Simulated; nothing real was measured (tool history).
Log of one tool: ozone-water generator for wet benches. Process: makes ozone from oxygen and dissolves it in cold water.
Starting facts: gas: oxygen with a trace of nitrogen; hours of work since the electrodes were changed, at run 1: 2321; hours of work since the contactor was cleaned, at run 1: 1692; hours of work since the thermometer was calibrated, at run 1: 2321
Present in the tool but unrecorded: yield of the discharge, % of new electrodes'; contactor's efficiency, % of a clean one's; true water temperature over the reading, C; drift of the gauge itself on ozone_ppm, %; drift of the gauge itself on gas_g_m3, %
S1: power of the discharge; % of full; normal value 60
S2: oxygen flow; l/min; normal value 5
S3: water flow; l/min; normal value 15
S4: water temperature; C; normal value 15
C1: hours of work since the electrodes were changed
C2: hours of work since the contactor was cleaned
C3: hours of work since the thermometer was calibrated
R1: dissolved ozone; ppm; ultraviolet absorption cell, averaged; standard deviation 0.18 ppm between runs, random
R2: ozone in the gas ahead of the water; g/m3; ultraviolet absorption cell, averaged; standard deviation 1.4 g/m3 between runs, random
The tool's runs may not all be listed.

run	hour	S1	S2	S3	S4	C1	C2	C3	R1	R2
1	0	60	5	15	15	2321	1692	2321	22.2	231
2	80.5	60	5	15	15	2382	1753	2382	22.3	230
3	132.3	60	5	15	15	2421	1793	2421	22.2	231.7
4	209.2	60	5	15	15	2480	1851	2480	22.1	229.7
5	249.5	60	5	15	15	2510	1882	2510	22	227.8
6	314	60	5	15	15	2559	1931	2559	21.8	226.7
# hour 326: contactor cleaned
7	360.7	61	5	15	15	2592	26	2592	21.5	227.5
8	421.6	61	5	15	15	2638	73	2638	21.2	225.8
9	500.5	61	5	15	15	2698	133	2698	21.2	225.9

For run 10, what comes out?
10	537.4	97	4.36	11	17	2726	161	2726	?	?

{"run 10": {"R1": 32, "R2": 297.5}}
Without the tool's hidden state the same run would have given R1 40.3 ppm, R2 348.7 g/m3.

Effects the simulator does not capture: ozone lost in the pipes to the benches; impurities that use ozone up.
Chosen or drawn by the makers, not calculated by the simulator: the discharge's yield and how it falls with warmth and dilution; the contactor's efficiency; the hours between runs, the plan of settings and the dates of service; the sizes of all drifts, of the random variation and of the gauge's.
